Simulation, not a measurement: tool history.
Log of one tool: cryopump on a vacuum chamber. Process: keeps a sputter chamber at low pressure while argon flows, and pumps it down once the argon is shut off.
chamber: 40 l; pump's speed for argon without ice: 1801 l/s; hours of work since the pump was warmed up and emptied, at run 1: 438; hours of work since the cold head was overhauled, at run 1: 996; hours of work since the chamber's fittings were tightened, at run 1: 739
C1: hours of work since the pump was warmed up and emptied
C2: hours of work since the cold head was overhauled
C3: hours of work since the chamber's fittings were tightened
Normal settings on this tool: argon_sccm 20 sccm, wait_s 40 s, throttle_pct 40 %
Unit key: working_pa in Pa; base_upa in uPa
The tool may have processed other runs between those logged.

Run 1, day 0.000: usual settings; C1 438; C2 996; C3 739. Result: working_pa 0.0529 Pa, base_upa 2.89 uPa.
Run 2, day 1.142: usual settings but argon_sccm 30 sccm; C1 453; C2 1010; C3 754. Result: working_pa 0.0805 Pa, base_upa 2.85 uPa.
Run 3, day 2.262: usual settings; C1 467; C2 1025; C3 769. Result: working_pa 0.0540 Pa, base_upa 2.84 uPa.
Run 4, day 4.004: usual settings; C1 490; C2 1047; C3 791. Result: working_pa 0.0553 Pa, base_upa 2.93 uPa.
Run 5, day 4.850: usual settings; C1 501; C2 1058; C3 802. Result: working_pa 0.0539 Pa, base_upa 2.92 uPa.
Run 6, day 6.350: usual settings but throttle_pct 25 %; C1 520; C2 1077; C3 821. Result: working_pa 0.0836 Pa, base_upa 2.96 uPa.
At day 8.483: pump warmed up, emptied and cooled again.
Run 7, day 8.483: usual settings but throttle_pct 25 %; C1 0; C2 1102; C3 846. Result: working_pa 0.0754 Pa, base_upa 2.75 uPa.
Run 8, day 10.254: usual settings but throttle_pct 25 %; C1 23; C2 1125; C3 869. Result: working_pa 0.0743 Pa, base_upa 2.75 uPa.
Run 9, day 11.850: usual settings but throttle_pct 60 %; C1 43; C2 1145; C3 889. Result: working_pa 0.0319 Pa, base_upa 2.71 uPa.
Run 10, day 12.762: usual settings but throttle_pct 60 %; C1 55; C2 1157; C3 901. Result: working_pa 0.0324 Pa, base_upa 2.69 uPa.
Run 11, day 13.600: usual settings but throttle_pct 60 %; C1 66; C2 1168; C3 912. Result: working_pa 0.0323 Pa, base_upa 2.74 uPa.
Run 12, day 14.683: usual settings but throttle_pct 60 %; C1 80; C2 1182; C3 925. Result: working_pa 0.0314 Pa, base_upa 2.84 uPa.
Run 13, day 15.621: usual settings but wait_s 86 s; C1 92; C2 1194; C3 937. Result: working_pa 0.0492 Pa, base_upa 1.65 uPa.
Run 14, day 17.421: usual settings but argon_sccm 10 sccm, throttle_pct 42 %; C1 115; C2 1217; C3 961. Result: working_pa 0.0234 Pa, base_upa 2.82 uPa.
Run 15, day 19.246: usual settings but wait_s 29 s, throttle_pct 26 %; C1 138; C2 1240; C3 984. Result: working_pa 0.0740 Pa, base_upa 3.67 uPa.
Run 16, day 20.612: usual settings but argon_sccm 35 sccm, wait_s 29 s, throttle_pct 26 %; C1 156; C2 1258; C3 1002. Result: working_pa 0.1302 Pa, base_upa 3.56 uPa.
Run 17, day 22.050: usual settings but argon_sccm 35 sccm, wait_s 29 s, throttle_pct 26 %; C1 174; C2 1276; C3 1020. Result: working_pa 0.1286 Pa, base_upa 3.61 uPa.
Run 18, day 23.692: usual settings but argon_sccm 35 sccm, wait_s 29 s, throttle_pct 26 %; C1 195; C2 1297; C3 1041. Result: working_pa 0.1324 Pa, base_upa 3.59 uPa.
Run 19, day 25.108: usual settings but wait_s 142 s, throttle_pct 36 %; C1 214; C2 1316; C3 1059. Result: working_pa 0.0550 Pa, base_upa 1.43 uPa.
Run 20, day 27.029: usual settings but wait_s 142 s, throttle_pct 36 %; C1 238; C2 1340; C3 1084. Result: working_pa 0.0557 Pa, base_upa 1.50 uPa.
Run 21, day 28.775: usual settings but wait_s 142 s, throttle_pct 36 %; C1 261; C2 1363; C3 1106. Result: working_pa 0.0558 Pa, base_upa 1.54 uPa.
Run 22, day 30.533: usual settings but wait_s 142 s, throttle_pct 36 %; C1 283; C2 1385; C3 1129. Result: working_pa 0.0570 Pa, base_upa 1.52 uPa.
Run 23, day 31.758: usual settings but wait_s 65 s, throttle_pct 26 %; C1 299; C2 1401; C3 1145. Result: working_pa 0.0754 Pa, base_upa 2.20 uPa.
Run 24, day 32.888: usual settings but wait_s 65 s, throttle_pct 26 %; C1 314; C2 1416; C3 1159. Result: working_pa 0.0774 Pa, base_upa 2.17 uPa.

5 ways to go on from here, each from the tool as it stands after run 24. What would each give?
Run A, day 33.946: usual settings but argon_sccm 14 sccm, wait_s 105 s, throttle_pct 48 %; C1 327; C2 1429; C3 1173. Result: working_pa ?, base_upa ?.
Run B, day 33.946: usual settings but throttle_pct 31 %; C1 327; C2 1429; C3 1173. Result: working_pa ?, base_upa ?.
Run C, day 33.946: usual settings but wait_s 37 s; C1 327; C2 1429; C3 1173. Result: working_pa ?, base_upa ?.
Run D, day 33.946: usual settings but argon_sccm 10 sccm; C1 327; C2 1429; C3 1173. Result: working_pa ?, base_upa ?.
Run E, day 33.946: usual settings but argon_sccm 30 sccm, wait_s 54 s, throttle_pct 27 %; C1 327; C2 1429; C3 1173. Result: working_pa ?, base_upa ?.

run  working_pa  base_upa
  A      0.0310      1.77
  B      0.0646      3.05
  C      0.0509      3.26
  D      0.0252      2.99
  E      0.1106      2.55
Without the tool's unlogged condition, the same runs would have read:
run  working_pa  base_upa
  A      0.0279      0.91
  B      0.0602      2.19
  C      0.0465      2.38
  D      0.0230      2.14
  E      0.1039      1.68

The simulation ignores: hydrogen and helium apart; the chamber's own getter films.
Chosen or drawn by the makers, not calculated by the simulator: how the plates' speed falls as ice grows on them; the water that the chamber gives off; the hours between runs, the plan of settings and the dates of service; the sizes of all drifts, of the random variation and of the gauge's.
